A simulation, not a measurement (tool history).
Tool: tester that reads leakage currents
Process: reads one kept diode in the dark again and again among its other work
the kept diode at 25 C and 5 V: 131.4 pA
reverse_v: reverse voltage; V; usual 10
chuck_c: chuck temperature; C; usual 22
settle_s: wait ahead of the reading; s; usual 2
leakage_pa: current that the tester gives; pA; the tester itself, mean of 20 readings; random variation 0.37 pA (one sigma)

run      day  reverse_v  chuck_c  settle_s  leakage_pa
  1        0         10       22         2      124.11
  2    6.454         10       22         2      123.28
  3   11.862         10       22         2      123.46
  4   18.133         10       22      0.66       125.6
  5   28.162         10       22         2      123.77
  6   36.104         10       22         2      123.72
  7   44.633         10       22         2      123.96
  8   49.529         10       22         2      124.25
      52.112  -- chuck's temperature calibrated
  9   57.904         10       22      1.13      124.74
 10   66.742         10       22      1.13      124.59
      71.846  -- probe card cleaned and baked
 11   78.125         10       22      1.13      124.06
 12   84.562         10       22      1.13      123.75
 13   92.729         10       22         2      123.89
 14  101.354         10       22         2      123.11
     104.292  -- chuck's temperature calibrated
 15  110.725         10       22         2      124.57
 16  119.046         10       22      0.41      126.56
     124.079  -- tester calibrated
 17  129.771         10       22      0.95      124.81
 18    140.1         10       22      0.95      124.19
 19  150.825         10       22      0.95      124.66
     156.354  -- chuck's temperature calibrated
 20  162.908         10       22      1.96      123.44
 21  170.883       18.1       20      0.56      127.68
 22  181.508        2.2       54      0.71     1271.95
 23  186.388         10       26         2      181.29
 24  191.938        4.2       37      9.41      375.44

Forecast run 25:
 25  200.504        3.9       34       4.4           ?

Run 25 gave leakage_pa 279.4 pA.
Without the tool's hidden state the same run would have given leakage_pa 279.66 pA.
